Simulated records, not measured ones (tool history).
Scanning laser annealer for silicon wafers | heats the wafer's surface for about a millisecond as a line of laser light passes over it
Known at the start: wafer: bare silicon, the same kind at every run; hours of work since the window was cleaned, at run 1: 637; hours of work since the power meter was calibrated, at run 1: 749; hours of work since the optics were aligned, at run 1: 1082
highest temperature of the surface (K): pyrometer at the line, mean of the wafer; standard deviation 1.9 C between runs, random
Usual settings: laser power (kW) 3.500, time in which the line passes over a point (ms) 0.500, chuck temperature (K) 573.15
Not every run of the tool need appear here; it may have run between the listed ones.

run,day,laser power (kW),time in which the line passes over a point (ms),chuck temperature (K),hours of work since the window was cleaned,hours of work since the power meter was calibrated,hours of work since the optics were aligned,highest temperature of the surface (K)
1,0.000,3.500,0.500,573.15,637,749,1082,1383.15
2,2.050,3.500,0.500,573.15,664,777,1109,1382.15
# day 3.692: window over the wafer cleaned
3,3.975,3.624,0.500,573.15,4,802,1134,1426.15
4,5.775,3.624,0.500,573.15,28,826,1158,1426.15
5,7.029,3.756,0.500,573.15,45,843,1175,1452.15
6,8.646,3.756,0.500,573.15,67,864,1197,1455.15
7,9.979,3.756,0.500,573.15,85,882,1215,1455.15
8,11.488,3.087,0.500,573.15,105,903,1235,1299.15
9,12.362,3.500,0.500,573.15,117,914,1247,1395.15
# day 12.917: optics aligned, line set to its width
10,13.929,3.500,0.500,573.15,135,933,14,1399.15
11,15.971,3.500,0.500,573.15,162,960,41,1399.15
12,17.550,3.500,0.500,573.15,184,982,62,1396.15
13,19.579,3.500,0.500,539.15,211,1009,90,1360.15
14,21.446,3.500,0.500,573.15,236,1034,115,1395.15
15,22.483,3.500,0.500,573.15,250,1048,129,1392.15
16,24.408,3.500,0.500,573.15,276,1074,155,1393.15
17,26.092,3.507,0.500,573.15,299,1096,177,1392.15
18,27.858,3.500,0.500,573.15,322,1120,201,1390.15
19,28.788,3.500,0.500,573.15,335,1133,214,1391.15
20,30.421,3.500,0.500,573.15,357,1155,236,1388.15
21,32.438,3.500,0.500,578.15,384,1182,263,1390.15
22,34.304,3.691,0.500,573.15,409,1207,288,1432.15
23,35.550,3.617,0.404,563.15,426,1224,305,1310.15
24,37.308,3.102,0.497,572.15,449,1247,328,1291.15
25,39.050,3.102,0.497,572.15,473,1271,352,1293.15
26,40.317,3.193,0.439,572.15,490,1288,369,1266.15
27,42.208,3.654,0.597,543.15,515,1313,394,1475.15
28,43.162,3.654,0.425,599.15,528,1326,407,1374.15
29,44.229,3.363,0.596,574.15,543,1340,421,1432.15
30,45.704,3.471,0.419,594.15,562,1360,441,1320.15
31,46.775,3.604,0.419,607.15,577,1375,456,1363.15
32,48.238,3.678,0.482,567.15,597,1394,475,1398.15
33,49.679,3.786,0.500,592.15,616,1414,495,1464.15
34,50.771,3.527,0.403,600.15,631,1428,509,1319.15
35,52.700,3.527,0.362,558.15,657,1454,535,1235.15
36,54.308,3.527,0.362,558.15,678,1476,557,1234.15
# day 54.992: window over the wafer cleaned
37,56.158,3.500,0.500,540.15,16,1500,581,1362.15
38,57.804,3.808,0.415,580.15,38,1522,603,1387.15
39,59.446,3.374,0.415,580.15,60,1544,625,1294.15
40,60.433,3.723,0.484,579.15,73,1557,638,1433.15
41,62.271,3.723,0.484,579.15,98,1582,663,1432.15

What if the next run were any one of these 3? Each begins from the tool's condition after run 41:
A,63.154,3.088,0.384,611.15,110,1594,675,?
B,63.154,2.984,0.542,579.15,110,1594,675,?
C,63.154,3.500,0.384,544.15,110,1594,675,?

run,highest temperature of the surface (K)
A,1239.15
B,1310.15
C,1249.15
The same runs, with their run-to-run variation unchanged, on a tool lacking any hidden condition would have given:
run,highest temperature of the surface (K)
A,1250.15
B,1323.15
C,1262.15
